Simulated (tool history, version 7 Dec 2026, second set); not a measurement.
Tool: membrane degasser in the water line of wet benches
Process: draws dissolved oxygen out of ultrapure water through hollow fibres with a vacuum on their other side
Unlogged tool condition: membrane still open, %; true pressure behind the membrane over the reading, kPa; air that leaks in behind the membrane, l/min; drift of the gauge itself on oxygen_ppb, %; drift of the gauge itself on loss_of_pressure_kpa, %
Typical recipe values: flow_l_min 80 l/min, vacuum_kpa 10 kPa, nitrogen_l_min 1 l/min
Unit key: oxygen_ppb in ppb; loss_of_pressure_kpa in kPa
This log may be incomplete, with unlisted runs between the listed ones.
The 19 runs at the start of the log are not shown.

| run | hour | flow_l_min | vacuum_kpa | nitrogen_l_min | hours since the membrane was changed | hours since the vacuum gauge was calibrated | hours since the vacuum lines were made tight | oxygen_ppb | loss_of_pressure_kpa |
|---|---|---|---|---|---|---|---|---|---|
| 20 | 736.6 | 91 | 19.1 | 1 | 2008 | 6426 | 199 | 1970.9 | 36.34 |
| 21 | 760.3 | 80 | 19 | 1 | 2032 | 6450 | 223 | 1813.7 | 31.93 |
| 22 | 788.2 | 80 | 19 | 1 | 2060 | 6478 | 251 | 1808.7 | 32.23 |
| 23 | 831.6 | 93 | 19 | 1.67 | 2103 | 6521 | 294 | 1457.2 | 37.06 |
| 24 | 863.3 | 74 | 8.7 | 1 | 2135 | 6553 | 326 | 687.6 | 29.64 |
| 25 | 886.4 | 80 | 10 | 1.63 | 2158 | 6576 | 349 | 640.1 | 31.53 |
| 26 | 918.1 | 57 | 8.5 | 0.83 | 2190 | 6608 | 381 | 611 | 22.74 |
| 27 | 948.4 | 60 | 8.5 | 0.83 | 2220 | 6638 | 411 | 636.5 | 23.77 |
| 28 | 995 | 96 | 24.3 | 0.83 | 2267 | 6685 | 458 | 2788.6 | 37.88 |
| 29 | 1023.3 | 62 | 7 | 0.97 | 2295 | 6713 | 486 | 431.3 | 24.7 |
| 30 | 1044.7 | 96 | 10.2 | 1.31 | 2317 | 6734 | 507 | 885.9 | 38.12 |
| 31 | 1074.3 | 76 | 6.6 | 2.42 | 2346 | 6764 | 537 | 252.7 | 30.18 |
| 32 | 1119.4 | 76 | 6.6 | 2.42 | 2391 | 6809 | 582 | 252.7 | 29.98 |

Below are 4 alternative next runs, each starting from the tool's condition after run 32. Predict each:
| A | 1143.8 | 80 | 19.5 | 1 | 2416 | 6834 | 606 | ? | ? |
| B | 1143.8 | 80 | 10 | 2.19 | 2416 | 6834 | 606 | ? | ? |
| C | 1143.8 | 76 | 10.3 | 2.42 | 2416 | 6834 | 606 | ? | ? |
| D | 1143.8 | 87 | 6.6 | 2.42 | 2416 | 6834 | 606 | ? | ? |

| run | oxygen_ppb | loss_of_pressure_kpa |
|---|---|---|
| A | 1858.2 | 32.12 |
| B | 520.4 | 31.66 |
| C | 477.6 | 30.17 |
| D | 300.3 | 34.55 |
Without the tool's hidden state the same runs would have given:
| run | oxygen_ppb | loss_of_pressure_kpa |
|---|---|---|
| A | 1858 | 32.11 |
| B | 520.2 | 31.65 |
| C | 477.5 | 30.17 |
| D | 300.1 | 34.54 |
